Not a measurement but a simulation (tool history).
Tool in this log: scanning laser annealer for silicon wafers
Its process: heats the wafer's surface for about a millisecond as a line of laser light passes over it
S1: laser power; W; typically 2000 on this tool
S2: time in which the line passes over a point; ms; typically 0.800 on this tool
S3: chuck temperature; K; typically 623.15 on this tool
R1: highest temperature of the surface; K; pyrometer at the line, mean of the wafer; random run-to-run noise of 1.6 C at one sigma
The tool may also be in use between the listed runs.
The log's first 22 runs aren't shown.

run     day    S1     S2      S3       R1
 23  41.425  1971  0.577  624.15  1292.15
 24  43.075  2196  0.800  655.15  1549.15
 25  44.892  1845  0.800  655.15  1367.15
 26  46.262  2123  0.800  651.15  1509.15
 27  48.212  2048  0.633  584.15  1315.15
 28  50.267  2028  0.751  631.15  1413.15
 29  51.417  2000  0.769  623.15  1397.15
     53.242  -- window over the wafer cleaned
 30  54.188  1772  0.737  593.15  1268.15
 31  56.379  2080  0.804  618.15  1481.15
 32  58.642  2080  0.844  618.15  1495.15
 33  61.071  1819  0.603  607.15  1238.15
 34  63.079  2000  0.800  629.15  1445.15
 35  64.892  2000  0.800  629.15  1442.15
 36  67.375  2000  0.800  620.15  1435.15
 37  68.842  2000  0.800  620.15  1432.15
 38  70.350  2000  0.867  620.15  1462.15
 39  71.617  1875  0.660  623.15  1304.15
 40  74.175  2105  0.660  649.15  1440.15

Predict each of these 4 candidate next runs independently; none follows another, all start after run 40:
  A  75.508  1753  0.754  623.15   ?
  B  75.508  1989  0.611  623.15   ?
  C  75.508  1720  0.660  649.15   ?
  D  75.508  1853  0.735  632.15   ?

run       R1
  A  1285.15
  B  1330.15
  C  1257.15
  D  1336.15
The same runs, with their run-to-run variation unchanged, on a tool lacking any hidden condition would have given:
run       R1
  A  1301.15
  B  1348.15
  C  1272.15
  D  1354.15

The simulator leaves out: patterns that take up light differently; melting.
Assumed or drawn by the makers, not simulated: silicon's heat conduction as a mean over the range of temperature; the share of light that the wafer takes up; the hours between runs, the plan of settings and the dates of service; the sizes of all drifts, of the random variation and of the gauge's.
